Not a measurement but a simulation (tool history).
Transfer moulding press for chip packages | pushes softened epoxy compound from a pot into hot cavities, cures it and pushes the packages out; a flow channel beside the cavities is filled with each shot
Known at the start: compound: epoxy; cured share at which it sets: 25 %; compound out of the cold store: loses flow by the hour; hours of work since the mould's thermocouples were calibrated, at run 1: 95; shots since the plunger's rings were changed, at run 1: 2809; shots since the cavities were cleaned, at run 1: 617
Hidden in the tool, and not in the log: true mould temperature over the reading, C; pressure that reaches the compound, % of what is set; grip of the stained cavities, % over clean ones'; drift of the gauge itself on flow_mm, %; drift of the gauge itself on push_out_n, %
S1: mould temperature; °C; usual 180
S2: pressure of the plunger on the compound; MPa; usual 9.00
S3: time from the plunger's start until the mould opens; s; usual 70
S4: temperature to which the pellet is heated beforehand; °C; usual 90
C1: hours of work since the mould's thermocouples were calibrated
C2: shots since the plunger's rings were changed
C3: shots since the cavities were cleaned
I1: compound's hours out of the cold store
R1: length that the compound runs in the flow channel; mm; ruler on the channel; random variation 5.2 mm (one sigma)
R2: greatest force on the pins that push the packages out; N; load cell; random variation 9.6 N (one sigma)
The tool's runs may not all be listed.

run	day	S1	S2	S3	S4	C1	C2	C3	I1	R1	R2
1	0.000	180	9.00	70	90	95	2809	617	45.3	639	643
2	0.708	180	9.00	70	90	104	3030	838	8.6	758	787
3	1.346	180	9.00	70	90	112	3230	1038	41.7	644	737
# day 1.829: cavities cleaned with cleaning compound and waxed
4	2.438	180	9.00	70	90	125	3553	190	8.4	732	1015
5	2.892	180	9.00	54	90	131	3695	332	12.3	728	1779
# day 3.446: cavities cleaned with cleaning compound and waxed, once more
6	3.596	180	9.00	54	89	139	3896	46	30.7	667	831
7	4.500	180	9.00	70	84	151	4180	330	47.4	622	563
8	5.071	180	9.00	70	90	158	4359	509	16.3	704	683
9	6.167	180	9.00	70	90	172	4702	852	12.9	703	796
10	6.621	180	9.00	70	90	178	4845	995	14.9	705	829
# day 7.238: cavities cleaned with cleaning compound and waxed
11	7.508	180	10.64	70	90	188	5103	84	42.7	677	448
12	8.162	180	10.64	66	90	197	5309	290	9.2	768	741
# day 9.062: plunger's sealing rings changed
13	9.300	180	10.64	66	90	210	75	614	9.0	859	876
14	10.025	174	9.00	70	90	219	301	840	47.9	691	1102
15	10.712	174	9.00	70	90	228	518	1057	13.7	793	1343
# day 11.125: cavities cleaned with cleaning compound and waxed
16	11.650	184	7.06	94	88	239	792	165	30.0	623	244
17	12.429	174	9.97	85	90	249	1035	408	28.0	772	597
18	13.446	174	8.69	85	93	262	1354	727	10.7	784	744
19	14.492	174	8.69	85	93	275	1683	1056	38.4	685	733
# day 14.908: cavities cleaned with cleaning compound and waxed
20	15.583	174	8.69	85	93	288	2005	212	17.6	737	534
21	16.604	174	7.66	81	93	301	2325	532	35.5	642	695
22	17.679	174	7.66	81	93	315	2662	869	11.1	707	871
# day 18.725: cavities cleaned with cleaning compound and waxed
23	18.788	173	8.09	70	90	328	2990	20	40.7	646	716
24	19.779	180	9.00	56	88	341	3300	330	20.7	713	1082
25	20.846	180	9.00	56	88	354	3635	665	31.3	670	1266
26	21.800	181	10.59	56	88	367	3934	964	28.4	738	1313
# day 22.462: cavities cleaned with cleaning compound and waxed
27	22.971	188	9.00	71	86	381	4281	159	33.6	639	284
28	23.596	180	9.00	70	100	389	4478	356	47.6	613	565
29	24.179	180	9.00	70	100	396	4660	538	42.6	629	615

Measured less the same run without the tool's hidden state. The same run-to-run variation is in both; the gauge's scatter may not be:
run	R1	R2
1	-39	+228
2	-49	+323
3	-45	+332
4	-56	+546
5	-57	+961
6	-56	+54
7	-56	+158
8	-67	+239
9	-72	+341
10	-74	+378
11	-76	+56
12	-91	+204
13	-2	+344
14	-4	+488
15	-7	+628
16	-10	+47
17	-15	+198
18	-20	+311
19	-22	+346
20	-29	+118
21	-30	+258
22	-38	+386
23	-40	+46
24	-49	+324
25	-51	+514
26	-61	+600
27	-58	+53
28	-57	+176
29	-62	+233
